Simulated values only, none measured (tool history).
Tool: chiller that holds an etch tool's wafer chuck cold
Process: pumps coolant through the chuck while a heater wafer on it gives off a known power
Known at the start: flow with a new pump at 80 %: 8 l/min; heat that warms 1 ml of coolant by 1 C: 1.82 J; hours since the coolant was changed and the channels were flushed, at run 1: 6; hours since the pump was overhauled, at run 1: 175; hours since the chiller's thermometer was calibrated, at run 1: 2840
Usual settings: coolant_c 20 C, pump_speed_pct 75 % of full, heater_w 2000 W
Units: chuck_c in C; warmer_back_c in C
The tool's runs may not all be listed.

run,hour,coolant_c,pump_speed_pct,heater_w,hours since the coolant was changed and the channels were flushed,hours since the pump was overhauled,hours since the chiller's thermometer was calibrated,chuck_c,warmer_back_c
1,0,20,75,2000,6,175,2840,37.2,8.79
2,60.9,20,75,2000,67,236,2900,36.9,8.79
3,122.8,20,75,2000,129,298,2962,36.9,8.85
4,186.4,20,75,2000,192,362,3026,36.9,8.88
5,238,11,75,2000,244,413,3078,27.9,8.78
6,286.5,11,75,2000,292,462,3126,27.8,8.78
7,352.1,20,75,2000,358,527,3192,36.9,8.86
8,402.7,20,75,1063,409,578,3242,29.2,4.72
9,478.8,20,75,1063,485,654,3318,29,4.7
10,519.2,20,75,1063,525,694,3359,29.1,4.69
11,587.3,20,75,2000,593,762,3427,37,8.81
12,668.8,20,75,2000,675,844,3508,37.1,8.87
13,756.4,20,75,2000,762,932,3596,36.9,8.9
14,796.3,29,75,2000,802,972,3636,46,8.82
15,872.6,27,75,2000,879,1048,3712,44,8.93
16,955.7,28,75,2000,962,1131,3795,45.1,8.78
17,999.7,10,62,1129,1006,1175,3839,21.4,6.21
18,1058.3,10,62,1129,1064,1234,3898,21.3,6.15
19,1105.7,25,69,2021,1112,1281,3945,43.3,9.85
# hour 1166.6: chiller's thermometer calibrated
20,1189.8,22,83,1015,1195,1364,23,29.9,3.97
21,1268.8,11,63,1343,1274,1443,102,24.2,7.12
22,1350.6,26,86,1389,1356,1525,184,36.3,5.31
23,1440.3,26,86,1389,1445,1615,274,36.5,5.31
24,1503.2,20,75,1144,1508,1677,337,29.8,5.08
25,1546.1,20,74,1326,1551,1720,380,31.4,5.98
26,1592.8,20,75,2000,1598,1767,426,37,8.85
27,1632.5,20,75,2000,1638,1807,466,37,8.93
28,1709.9,20,63,1003,1715,1884,543,30.1,5.34
29,1792.7,16,92,1003,1798,1967,626,23.2,3.58
30,1849,20,89,2000,1854,2023,682,34.7,7.26
31,1926.2,20,75,1732,1931,2100,760,34.6,7.69

Forecast each of these 4 alternatives for the next run:
A,2004.7,26,97,2697,2010,2179,838,?,?
B,2004.7,20,75,1732,2010,2179,838,?,?
C,2004.7,24,75,1125,2010,2179,838,?,?
D,2004.7,11,99,1348,2010,2179,838,?,?

run,chuck_c,warmer_back_c
A,44.2,8.98
B,34.7,7.63
C,33.4,5.06
D,19.9,4.4
Without the tool's hidden state the same runs would have given:
run,chuck_c,warmer_back_c
A,44.2,8.97
B,34.7,7.62
C,33.4,5.06
D,19.9,4.39

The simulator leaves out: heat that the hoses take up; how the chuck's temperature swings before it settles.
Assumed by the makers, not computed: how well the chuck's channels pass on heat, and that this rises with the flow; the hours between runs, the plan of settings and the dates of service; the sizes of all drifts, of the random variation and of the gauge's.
